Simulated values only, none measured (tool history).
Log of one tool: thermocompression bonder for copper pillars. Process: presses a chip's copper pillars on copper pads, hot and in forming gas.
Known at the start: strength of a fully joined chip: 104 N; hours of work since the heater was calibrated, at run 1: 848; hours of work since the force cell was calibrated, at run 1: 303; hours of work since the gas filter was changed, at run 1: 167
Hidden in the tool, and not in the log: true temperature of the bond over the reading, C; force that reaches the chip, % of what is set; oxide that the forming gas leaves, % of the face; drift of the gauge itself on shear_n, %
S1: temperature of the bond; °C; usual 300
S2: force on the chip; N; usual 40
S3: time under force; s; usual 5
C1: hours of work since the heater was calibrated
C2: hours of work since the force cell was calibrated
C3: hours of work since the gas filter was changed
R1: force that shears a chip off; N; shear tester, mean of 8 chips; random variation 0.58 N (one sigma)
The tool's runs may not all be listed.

| run | day | S1 | S2 | S3 | C1 | C2 | C3 | R1 |
|---|---|---|---|---|---|---|---|---|
| 1 | 0 | 300 | 40 | 5 | 848 | 303 | 167 | 65.3 |
| 2 | 0.833 | 300 | 45 | 5 | 856 | 311 | 175 | 72.4 |
| 3 | 2.021 | 300 | 40 | 6 | 868 | 323 | 187 | 67.9 |
| 4 | 2.862 | 300 | 40 | 6 | 876 | 331 | 195 | 68 |
| 5 | 3.967 | 300 | 40 | 6 | 887 | 342 | 206 | 67.9 |
| 6 | 4.638 | 300 | 40 | 6 | 894 | 348 | 213 | 69 |
| 7 | 5.871 | 300 | 40 | 5 | 906 | 361 | 225 | 64.8 |
| 8 | 6.788 | 273 | 40 | 5 | 915 | 370 | 234 | 48.7 |
| 9 | 7.562 | 300 | 37 | 5 | 923 | 377 | 242 | 60.2 |
| 10 | 8.158 | 300 | 37 | 5 | 928 | 383 | 248 | 61.1 |
| 11 | 9.2 | 300 | 44 | 5 | 939 | 394 | 258 | 69.8 |
| 12 | 9.838 | 300 | 44 | 5 | 945 | 400 | 264 | 68.7 |
| 13 | 10.729 | 300 | 44 | 5 | 954 | 409 | 273 | 68.8 |
| 14 | 11.717 | 300 | 44 | 5 | 964 | 418 | 283 | 69.6 |
| 15 | 12.75 | 300 | 53 | 5 | 974 | 429 | 293 | 76.6 |
| 16 | 13.467 | 300 | 33 | 5 | 981 | 436 | 300 | 54.2 |
| 17 | 14.725 | 300 | 33 | 5 | 993 | 448 | 313 | 54.1 |
| 18 | 15.979 | 300 | 33 | 5 | 1006 | 461 | 325 | 54.2 |
| 19 | 17.179 | 292 | 40 | 5 | 1018 | 472 | 337 | 58.8 |
| 20 | 18.333 | 292 | 40 | 5 | 1029 | 484 | 348 | 58.3 |
| 21 | 19.112 | 292 | 40 | 5 | 1037 | 492 | 356 | 58.3 |
|  | 19.662 | forming gas filter changed |
| 22 | 20.067 | 328 | 45 | 5 | 1046 | 501 | 4 | 86.7 |
| 23 | 20.612 | 328 | 45 | 5 | 1051 | 506 | 9 | 85.7 |
| 24 | 21.667 | 328 | 45 | 5 | 1062 | 517 | 20 | 84.6 |
| 25 | 22.862 | 309 | 58 | 3 | 1074 | 528 | 32 | 79.5 |
| 26 | 24.158 | 283 | 40 | 5 | 1086 | 541 | 44 | 55.4 |
| 27 | 25.183 | 300 | 32 | 4 | 1097 | 551 | 55 | 49.8 |
| 28 | 26.071 | 300 | 32 | 15 | 1105 | 560 | 63 | 75.5 |
| 29 | 26.754 | 320 | 32 | 15 | 1112 | 567 | 70 | 84.5 |
| 30 | 27.779 | 308 | 33 | 6 | 1122 | 577 | 80 | 63.6 |
| 31 | 28.475 | 293 | 40 | 15 | 1129 | 584 | 87 | 79.5 |
| 32 | 29.417 | 280 | 26 | 5 | 1138 | 593 | 96 | 34.9 |
|  | 30.533 | heater calibrated with a thermocouple chip |
| 33 | 30.742 | 299 | 40 | 3 | 2 | 606 | 109 | 60.3 |
| 34 | 31.304 | 299 | 40 | 11 | 8 | 611 | 114 | 84 |
| 35 | 32.421 | 329 | 33 | 3 | 19 | 622 | 125 | 65.9 |
| 36 | 33.283 | 300 | 30 | 4 | 27 | 631 | 134 | 52.3 |
| 37 | 34.592 | 303 | 39 | 3 | 40 | 644 | 147 | 62 |
| 38 | 35.858 | 311 | 40 | 3 | 53 | 656 | 159 | 66.4 |
| 39 | 36.533 | 300 | 40 | 4 | 59 | 663 | 166 | 65.6 |

3 ways to go on from here, each from the tool as it stands after run 39. What would each give?
| A | 37.767 | 300 | 36 | 7 | 72 | 675 | 178 | ? |
| B | 37.767 | 295 | 45 | 4 | 72 | 675 | 178 | ? |
| C | 37.767 | 298 | 40 | 5 | 72 | 675 | 178 | ? |

| run | R1 |
|---|---|
| A | 71.1 |
| B | 69.2 |
| C | 68.9 |
Without the tool's hidden state the same runs would have given:
| run | R1 |
|---|---|
| A | 72 |
| B | 70 |
| C | 69.7 |

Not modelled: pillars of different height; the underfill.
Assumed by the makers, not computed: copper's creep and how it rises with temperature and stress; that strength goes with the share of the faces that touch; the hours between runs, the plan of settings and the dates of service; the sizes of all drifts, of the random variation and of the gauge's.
